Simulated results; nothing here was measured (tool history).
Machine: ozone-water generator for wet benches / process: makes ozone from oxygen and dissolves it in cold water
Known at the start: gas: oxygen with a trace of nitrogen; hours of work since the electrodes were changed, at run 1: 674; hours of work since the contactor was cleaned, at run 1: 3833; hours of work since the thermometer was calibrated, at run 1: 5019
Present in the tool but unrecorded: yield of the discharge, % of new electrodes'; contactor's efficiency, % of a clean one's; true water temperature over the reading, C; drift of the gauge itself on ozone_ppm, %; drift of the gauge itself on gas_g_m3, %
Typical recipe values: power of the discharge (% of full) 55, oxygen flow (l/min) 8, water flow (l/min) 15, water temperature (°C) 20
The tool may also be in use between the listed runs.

run	hour	power of the discharge (% of full)	oxygen flow (l/min)	water flow (l/min)	water temperature (°C)	hours of work since the electrodes were changed	hours of work since the contactor was cleaned	hours of work since the thermometer was calibrated	dissolved ozone (ppm)	ozone in the gas ahead of the water (g/m3)
1	0	55	8	15	20	674	3833	5019	21	130.3
2	28.5	55	8	15	20	697	3856	5041	21.1	131.4
3	53.7	55	8	15	20	717	3876	5061	21.2	129.9
4	67.4	55	8	15	20	727	3887	5072	21.4	128.7
5	85.3	55	8	15	20	742	3901	5086	21.3	129.9
6	106	55	8	15	20	758	3918	5103	21.1	129.5
7	118.2	55	8	15	20	768	3927	5113	21.2	129.4
8	135.6	55	8	13	15	782	3941	5127	25.7	129.6
# hour 154.7: water thermometer calibrated
9	156.8	42	7.23	16	20	798	3958	2	17.5	116.1
10	176.6	60	8	15	20	814	3973	17	22.2	136.2
11	192.7	44	7.83	19	17	827	3986	30	16.8	112.5
12	222.7	60	8	15	20	851	4010	54	22.4	135.5
13	234.9	55	5.66	15	20	860	4020	64	22.1	155.6

What if the next run were any one of these 4? Each begins from the tool's condition after run 13:
A	262.7	42	6.33	15	19	883	4042	86	?	?
B	262.7	86	9.83	15	25	883	4042	86	?	?
C	262.7	55	8	19	17	883	4042	86	?	?
D	262.7	55	10.06	15	20	883	4042	86	?	?

run	dissolved ozone (ppm)	ozone in the gas ahead of the water (g/m3)
A	18.8	124.6
B	23.9	150
C	19.2	128.4
D	20.4	114.6
What these runs would have given with no unlogged condition in the tool:
run	dissolved ozone (ppm)	ozone in the gas ahead of the water (g/m3)
A	18.8	124.7
B	23.9	150
C	19.3	128.4
D	20.4	114.6
